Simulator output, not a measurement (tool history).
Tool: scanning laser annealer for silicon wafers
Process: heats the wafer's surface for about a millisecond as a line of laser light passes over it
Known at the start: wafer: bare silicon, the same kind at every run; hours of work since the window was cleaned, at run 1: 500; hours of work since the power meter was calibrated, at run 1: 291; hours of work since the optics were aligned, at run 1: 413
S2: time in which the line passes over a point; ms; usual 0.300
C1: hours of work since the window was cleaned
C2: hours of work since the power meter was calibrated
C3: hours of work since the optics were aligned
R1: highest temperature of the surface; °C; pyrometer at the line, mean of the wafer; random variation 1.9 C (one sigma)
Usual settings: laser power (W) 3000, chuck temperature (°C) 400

run 1 hour=0.0 | laser_power_(W)=3000 S2=0.300 chuck_temperature_(°C)=400 | C1=500 C2=291 C3=413 | R1=1138
run 2 hour=9.7 | laser_power_(W)=3000 S2=0.300 chuck_temperature_(°C)=400 | C1=505 C2=297 C3=418 | R1=1143
run 3 hour=18.7 | laser_power_(W)=3000 S2=0.300 chuck_temperature_(°C)=400 | C1=511 C2=302 C3=424 | R1=1138
run 4 hour=29.2 | laser_power_(W)=3000 S2=0.300 chuck_temperature_(°C)=400 | C1=517 C2=308 C3=430 | R1=1141
run 5 hour=37.0 | laser_power_(W)=3000 S2=0.300 chuck_temperature_(°C)=400 | C1=522 C2=313 C3=435 | R1=1141
run 6 hour=46.5 | laser_power_(W)=3000 S2=0.347 chuck_temperature_(°C)=400 | C1=528 C2=319 C3=441 | R1=1192
run 7 hour=53.0 | laser_power_(W)=3000 S2=0.347 chuck_temperature_(°C)=400 | C1=532 C2=323 C3=445 | R1=1191
run 8 hour=66.8 | laser_power_(W)=3000 S2=0.347 chuck_temperature_(°C)=400 | C1=540 C2=331 C3=453 | R1=1192
run 9 hour=77.7 | laser_power_(W)=3000 S2=0.347 chuck_temperature_(°C)=400 | C1=547 C2=338 C3=460 | R1=1187
run 10 hour=91.5 | laser_power_(W)=3034 S2=0.347 chuck_temperature_(°C)=400 | C1=555 C2=346 C3=468 | R1=1195
run 11 hour=98.9 | laser_power_(W)=3000 S2=0.300 chuck_temperature_(°C)=400 | C1=559 C2=350 C3=472 | R1=1139
run 12 hour=107.0 | laser_power_(W)=3000 S2=0.300 chuck_temperature_(°C)=400 | C1=564 C2=355 C3=477 | R1=1136
run 13 hour=113.5 | laser_power_(W)=3000 S2=0.300 chuck_temperature_(°C)=400 | C1=568 C2=359 C3=481 | R1=1137
run 14 hour=128.7 | laser_power_(W)=3262 S2=0.300 chuck_temperature_(°C)=400 | C1=577 C2=368 C3=490 | R1=1209
run 15 hour=136.2 | laser_power_(W)=3262 S2=0.300 chuck_temperature_(°C)=400 | C1=582 C2=373 C3=495 | R1=1206
run 16 hour=150.0 | laser_power_(W)=3080 S2=0.300 chuck_temperature_(°C)=400 | C1=590 C2=381 C3=503 | R1=1157
run 17 hour=160.5 | laser_power_(W)=3000 S2=0.300 chuck_temperature_(°C)=400 | C1=597 C2=388 C3=510 | R1=1136
run 18 hour=171.4 | laser_power_(W)=3000 S2=0.300 chuck_temperature_(°C)=400 | C1=603 C2=394 C3=516 | R1=1139
run 19 hour=180.4 | laser_power_(W)=3000 S2=0.301 chuck_temperature_(°C)=400 | C1=609 C2=400 C3=522 | R1=1136
run 20 hour=193.4 | laser_power_(W)=3000 S2=0.301 chuck_temperature_(°C)=400 | C1=616 C2=408 C3=529 | R1=1136
run 21 hour=208.6 | laser_power_(W)=3000 S2=0.301 chuck_temperature_(°C)=400 | C1=626 C2=417 C3=539 | R1=1136
run 22 hour=222.9 | laser_power_(W)=3000 S2=0.301 chuck_temperature_(°C)=425 | C1=634 C2=425 C3=547 | R1=1159
run 23 hour=234.4 | laser_power_(W)=3000 S2=0.347 chuck_temperature_(°C)=387 | C1=641 C2=432 C3=554 | R1=1171
run 24 hour=243.3 | laser_power_(W)=3234 S2=0.344 chuck_temperature_(°C)=422 | C1=647 C2=438 C3=560 | R1=1267
run 25 hour=257.7 | laser_power_(W)=3234 S2=0.344 chuck_temperature_(°C)=422 | C1=655 C2=446 C3=568 | R1=1268
run 26 hour=264.3 | laser_power_(W)=3234 S2=0.344 chuck_temperature_(°C)=421 | C1=659 C2=450 C3=572 | R1=1268
run 27 hour=277.6 | laser_power_(W)=3234 S2=0.344 chuck_temperature_(°C)=421 | C1=667 C2=458 C3=580 | R1=1268
run 28 hour=287.6 | laser_power_(W)=2710 S2=0.231 chuck_temperature_(°C)=416 | C1=673 C2=464 C3=586 | R1=997
run 29 hour=295.4 | laser_power_(W)=3098 S2=0.300 chuck_temperature_(°C)=400 | C1=678 C2=469 C3=591 | R1=1156
run 30 hour=304.1 | laser_power_(W)=3227 S2=0.300 chuck_temperature_(°C)=431 | C1=683 C2=474 C3=596 | R1=1220
run 31 hour=314.2 | laser_power_(W)=3227 S2=0.300 chuck_temperature_(°C)=431 | C1=689 C2=481 C3=602 | R1=1220
run 32 hour=323.9 | laser_power_(W)=3227 S2=0.300 chuck_temperature_(°C)=431 | C1=695 C2=486 C3=608 | R1=1221
run 33 hour=335.9 | laser_power_(W)=2715 S2=0.248 chuck_temperature_(°C)=404 | C1=703 C2=494 C3=616 | R1=1006
run 34 hour=342.5 | laser_power_(W)=2996 S2=0.248 chuck_temperature_(°C)=408 | C1=706 C2=498 C3=620 | R1=1077
run 35 hour=354.1 | laser_power_(W)=2996 S2=0.248 chuck_temperature_(°C)=408 | C1=713 C2=505 C3=627 | R1=1074
run 36 hour=363.9 | laser_power_(W)=3040 S2=0.246 chuck_temperature_(°C)=428 | C1=719 C2=511 C3=632 | R1=1103
run 37 hour=372.3 | laser_power_(W)=2881 S2=0.220 chuck_temperature_(°C)=367 | C1=724 C2=516 C3=637 | R1=973
run 38 hour=382.1 | laser_power_(W)=2860 S2=0.237 chuck_temperature_(°C)=368 | C1=730 C2=522 C3=643 | R1=989
run 39 hour=393.6 | laser_power_(W)=3103 S2=0.270 chuck_temperature_(°C)=374 | C1=737 C2=528 C3=650 | R1=1097
run 40 hour=408.3 | laser_power_(W)=2686 S2=0.293 chuck_temperature_(°C)=401 | C1=746 C2=537 C3=659 | R1=1040

4 ways to go on from here, each from the tool as it stands after run 40. What would each give?
run A hour=420.6 | laser_power_(W)=2686 S2=0.231 chuck_temperature_(°C)=401 | C1=754 C2=545 C3=667 | R1=?
run B hour=420.6 | laser_power_(W)=3000 S2=0.300 chuck_temperature_(°C)=401 | C1=754 C2=545 C3=667 | R1=?
run C hour=420.6 | laser_power_(W)=3000 S2=0.292 chuck_temperature_(°C)=400 | C1=754 C2=545 C3=667 | R1=?
run D hour=420.6 | laser_power_(W)=3000 S2=0.377 chuck_temperature_(°C)=400 | C1=754 C2=545 C3=667 | R1=?

run=A R1=979
run=B R1=1131
run=C R1=1119
run=D R1=1211
Without the tool's hidden state the same runs would have given:
run=A R1=1009
run=B R1=1170
run=C R1=1157
run=D R1=1254
